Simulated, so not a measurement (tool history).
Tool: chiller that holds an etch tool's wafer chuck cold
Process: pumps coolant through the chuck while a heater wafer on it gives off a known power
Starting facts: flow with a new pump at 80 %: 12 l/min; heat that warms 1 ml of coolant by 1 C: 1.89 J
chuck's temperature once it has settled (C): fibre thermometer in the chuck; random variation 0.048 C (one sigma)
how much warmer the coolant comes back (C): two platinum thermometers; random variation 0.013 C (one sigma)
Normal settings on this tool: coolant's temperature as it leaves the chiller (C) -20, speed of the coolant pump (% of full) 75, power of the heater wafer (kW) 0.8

run	hour	coolant's temperature as it leaves the chiller (C)	speed of the coolant pump (% of full)	power of the heater wafer (kW)	chuck's temperature once it has settled (C)	how much warmer the coolant comes back (C)
1	0	-20	75	0.8	-12.14	2.27
2	30.9	-20	75	0.8	-12.2	2.31
3	95.3	-20	75	0.8	-12.24	2.3
4	161.7	-20	75	0.8	-12.19	2.28
5	198.4	-20	75	0.8	-12.22	2.27
6	227.9	-24	75	0.8	-16.15	2.29
7	291	-20	75	0.8	-12.15	2.28
8	327.8	-20	75	0.8	-12.3	2.3
9	390.3	-20	75	0.8	-12.09	2.3
10	453.5	-25	98	0.44	-21.43	0.98
11	494.9	-23	75	0.625	-17.03	1.77
12	532.6	-11	87	0.533	-6.34	1.32
13	581.8	-22	76	1.124	-11.08	3.2
14	635.4	-22	76	1.124	-11.07	3.18

For run 15, what comes out?
15	698.8	-22	76	1.124	?	?

Run 15 produced chuck's temperature once it has settled (C) -11.03, how much warmer the coolant comes back (C) 3.17.
Minus the tool's unlogged condition, the same run would have read chuck's temperature once it has settled (C) -11.77, how much warmer the coolant comes back (C) 3.11.

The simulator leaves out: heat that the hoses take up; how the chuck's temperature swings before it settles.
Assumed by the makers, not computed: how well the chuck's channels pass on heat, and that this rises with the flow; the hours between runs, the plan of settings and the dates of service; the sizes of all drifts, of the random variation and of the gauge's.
